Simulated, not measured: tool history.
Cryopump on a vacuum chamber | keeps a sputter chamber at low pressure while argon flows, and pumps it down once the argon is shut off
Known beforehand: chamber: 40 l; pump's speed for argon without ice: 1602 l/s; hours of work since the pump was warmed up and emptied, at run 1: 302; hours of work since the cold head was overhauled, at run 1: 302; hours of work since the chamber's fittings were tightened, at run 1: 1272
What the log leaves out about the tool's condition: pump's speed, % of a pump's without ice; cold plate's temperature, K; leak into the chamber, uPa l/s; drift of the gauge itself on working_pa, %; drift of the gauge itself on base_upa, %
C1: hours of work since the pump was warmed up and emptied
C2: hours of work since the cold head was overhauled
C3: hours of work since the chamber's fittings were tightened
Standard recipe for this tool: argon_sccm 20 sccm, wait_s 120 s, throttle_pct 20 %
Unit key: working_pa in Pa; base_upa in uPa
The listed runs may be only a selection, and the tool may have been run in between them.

{"run": 1, "hour": 0.0, "argon_sccm": 20, "wait_s": 120, "throttle_pct": 20, "C1": 302, "C2": 302, "C3": 1272, "working_pa": 0.108, "base_upa": 1.72}
{"run": 2, "hour": 9.7, "argon_sccm": 20, "wait_s": 120, "throttle_pct": 20, "C1": 309, "C2": 309, "C3": 1280, "working_pa": 0.1071, "base_upa": 1.74}
{"run": 3, "hour": 24.1, "argon_sccm": 20, "wait_s": 120, "throttle_pct": 20, "C1": 321, "C2": 321, "C3": 1291, "working_pa": 0.1076, "base_upa": 1.77}
{"run": 4, "hour": 31.6, "argon_sccm": 20, "wait_s": 120, "throttle_pct": 59, "C1": 327, "C2": 327, "C3": 1297, "working_pa": 0.0391, "base_upa": 1.78}
{"run": 5, "hour": 43.6, "argon_sccm": 20, "wait_s": 120, "throttle_pct": 59, "C1": 336, "C2": 336, "C3": 1307, "working_pa": 0.0392, "base_upa": 1.82}
{"run": 6, "hour": 54.6, "argon_sccm": 20, "wait_s": 120, "throttle_pct": 20, "C1": 345, "C2": 345, "C3": 1315, "working_pa": 0.1071, "base_upa": 1.8}
{"run": 7, "hour": 69.8, "argon_sccm": 20, "wait_s": 120, "throttle_pct": 20, "C1": 357, "C2": 357, "C3": 1328, "working_pa": 0.1081, "base_upa": 1.85}
{"run": 8, "hour": 78.7, "argon_sccm": 20, "wait_s": 120, "throttle_pct": 20, "C1": 364, "C2": 364, "C3": 1335, "working_pa": 0.1084, "base_upa": 1.78}
{"run": 9, "hour": 87.3, "argon_sccm": 20, "wait_s": 120, "throttle_pct": 20, "C1": 371, "C2": 371, "C3": 1341, "working_pa": 0.1095, "base_upa": 1.84}
{"run": 10, "hour": 99.1, "argon_sccm": 20, "wait_s": 120, "throttle_pct": 45, "C1": 381, "C2": 381, "C3": 1351, "working_pa": 0.0498, "base_upa": 1.87}
{"run": 11, "hour": 112.8, "argon_sccm": 20, "wait_s": 120, "throttle_pct": 30, "C1": 392, "C2": 392, "C3": 1362, "working_pa": 0.0733, "base_upa": 1.89}
{"run": 12, "hour": 127.7, "argon_sccm": 20, "wait_s": 120, "throttle_pct": 30, "C1": 403, "C2": 403, "C3": 1374, "working_pa": 0.0744, "base_upa": 1.87}
{"run": 13, "hour": 134.8, "argon_sccm": 20, "wait_s": 120, "throttle_pct": 30, "C1": 409, "C2": 409, "C3": 1379, "working_pa": 0.0736, "base_upa": 1.92}
{"run": 14, "hour": 143.0, "argon_sccm": 20, "wait_s": 120, "throttle_pct": 30, "C1": 416, "C2": 416, "C3": 1386, "working_pa": 0.074, "base_upa": 1.85}
{"run": 15, "hour": 152.9, "argon_sccm": 20, "wait_s": 120, "throttle_pct": 20, "C1": 424, "C2": 424, "C3": 1394, "working_pa": 0.1087, "base_upa": 1.83}
{"run": 16, "hour": 160.8, "argon_sccm": 20, "wait_s": 120, "throttle_pct": 32, "C1": 430, "C2": 430, "C3": 1400, "working_pa": 0.0694, "base_upa": 1.93}
{"run": 17, "hour": 173.7, "argon_sccm": 13, "wait_s": 120, "throttle_pct": 20, "C1": 440, "C2": 440, "C3": 1410, "working_pa": 0.0706, "base_upa": 1.91}
{"run": 18, "hour": 181.3, "argon_sccm": 17, "wait_s": 95, "throttle_pct": 49, "C1": 446, "C2": 446, "C3": 1416, "working_pa": 0.0394, "base_upa": 2.13}
{"run": 19, "hour": 190.3, "argon_sccm": 17, "wait_s": 95, "throttle_pct": 49, "C1": 453, "C2": 453, "C3": 1424, "working_pa": 0.0394, "base_upa": 2.16}
{"run": 20, "hour": 206.8, "argon_sccm": 19, "wait_s": 120, "throttle_pct": 20, "C1": 467, "C2": 467, "C3": 1437, "working_pa": 0.1034, "base_upa": 1.92}
{"run": 21, "hour": 224.0, "argon_sccm": 12, "wait_s": 120, "throttle_pct": 29, "C1": 480, "C2": 480, "C3": 1450, "working_pa": 0.0457, "base_upa": 2.04}
{"run": 22, "hour": 235.6, "argon_sccm": 24, "wait_s": 120, "throttle_pct": 50, "C1": 490, "C2": 490, "C3": 1460, "working_pa": 0.0555, "base_upa": 2.06}
{"run": 23, "hour": 248.6, "argon_sccm": 24, "wait_s": 41, "throttle_pct": 35, "C1": 500, "C2": 500, "C3": 1470, "working_pa": 0.0776, "base_upa": 2.78}
{"run": 24, "hour": 263.9, "argon_sccm": 10, "wait_s": 120, "throttle_pct": 22, "C1": 512, "C2": 512, "C3": 1482, "working_pa": 0.0503, "base_upa": 2.03}
{"run": 25, "hour": 272.3, "argon_sccm": 8, "wait_s": 159, "throttle_pct": 16, "C1": 519, "C2": 519, "C3": 1489, "working_pa": 0.0536, "base_upa": 1.98}
{"run": 26, "hour": 284.3, "argon_sccm": 19, "wait_s": 41, "throttle_pct": 16, "C1": 528, "C2": 528, "C3": 1499, "working_pa": 0.1299, "base_upa": 2.86}
{"run": 27, "hour": 295.0, "argon_sccm": 17, "wait_s": 120, "throttle_pct": 20, "C1": 537, "C2": 537, "C3": 1507, "working_pa": 0.0926, "base_upa": 2.12}
{"run": 28, "hour": 307.2, "argon_sccm": 17, "wait_s": 120, "throttle_pct": 20, "C1": 547, "C2": 547, "C3": 1517, "working_pa": 0.0949, "base_upa": 2.15}
{"run": 29, "hour": 324.2, "argon_sccm": 14, "wait_s": 187, "throttle_pct": 41, "C1": 560, "C2": 560, "C3": 1530, "working_pa": 0.0393, "base_upa": 2.01}
{"run": 30, "hour": 337.7, "argon_sccm": 14, "wait_s": 130, "throttle_pct": 47, "C1": 571, "C2": 571, "C3": 1541, "working_pa": 0.0351, "base_upa": 2.1}
{"run": 31, "hour": 351.9, "argon_sccm": 35, "wait_s": 134, "throttle_pct": 32, "C1": 582, "C2": 582, "C3": 1553, "working_pa": 0.125, "base_upa": 2.14}
{"run": 32, "hour": 359.3, "argon_sccm": 21, "wait_s": 20, "throttle_pct": 53, "C1": 588, "C2": 588, "C3": 1558, "working_pa": 0.0472, "base_upa": 4.2}
{"run": 33, "hour": 368.6, "argon_sccm": 17, "wait_s": 57, "throttle_pct": 36, "C1": 596, "C2": 596, "C3": 1566, "working_pa": 0.0539, "base_upa": 2.63}
{"run": 34, "hour": 381.9, "argon_sccm": 17, "wait_s": 57, "throttle_pct": 36, "C1": 606, "C2": 606, "C3": 1576, "working_pa": 0.054, "base_upa": 2.59}

Had the tool no unlogged condition, and each run kept its random variation, what would the results have been?
run=1 working_pa=0.1058 base_upa=0.59
run=2 working_pa=0.1048 base_upa=0.58
run=3 working_pa=0.1051 base_upa=0.57
run=4 working_pa=0.0366 base_upa=0.58
run=5 working_pa=0.0366 base_upa=0.58
run=6 working_pa=0.1045 base_upa=0.56
run=7 working_pa=0.1053 base_upa=0.61
run=8 working_pa=0.1056 base_upa=0.58
run=9 working_pa=0.1066 base_upa=0.59
run=10 working_pa=0.0469 base_upa=0.59
run=11 working_pa=0.0703 base_upa=0.58
run=12 working_pa=0.0712 base_upa=0.56
run=13 working_pa=0.0704 base_upa=0.60
run=14 working_pa=0.0707 base_upa=0.55
run=15 working_pa=0.1054 base_upa=0.54
run=16 working_pa=0.0660 base_upa=0.60
run=17 working_pa=0.0683 base_upa=0.53
run=18 working_pa=0.0364 base_upa=0.71
run=19 working_pa=0.0363 base_upa=0.74
run=20 working_pa=0.0998 base_upa=0.55
run=21 working_pa=0.0434 base_upa=0.60
run=22 working_pa=0.0508 base_upa=0.61
run=23 working_pa=0.0728 base_upa=1.34
run=24 working_pa=0.0483 base_upa=0.57
run=25 working_pa=0.0519 base_upa=0.48
run=26 working_pa=0.1258 base_upa=1.36
run=27 working_pa=0.0889 base_upa=0.60
run=28 working_pa=0.0911 base_upa=0.60
run=29 working_pa=0.0360 base_upa=0.47
run=30 working_pa=0.0318 base_upa=0.56
run=31 working_pa=0.1165 base_upa=0.56
run=32 working_pa=0.0421 base_upa=2.60
run=33 working_pa=0.0496 base_upa=1.02
run=34 working_pa=0.0497 base_upa=1.02

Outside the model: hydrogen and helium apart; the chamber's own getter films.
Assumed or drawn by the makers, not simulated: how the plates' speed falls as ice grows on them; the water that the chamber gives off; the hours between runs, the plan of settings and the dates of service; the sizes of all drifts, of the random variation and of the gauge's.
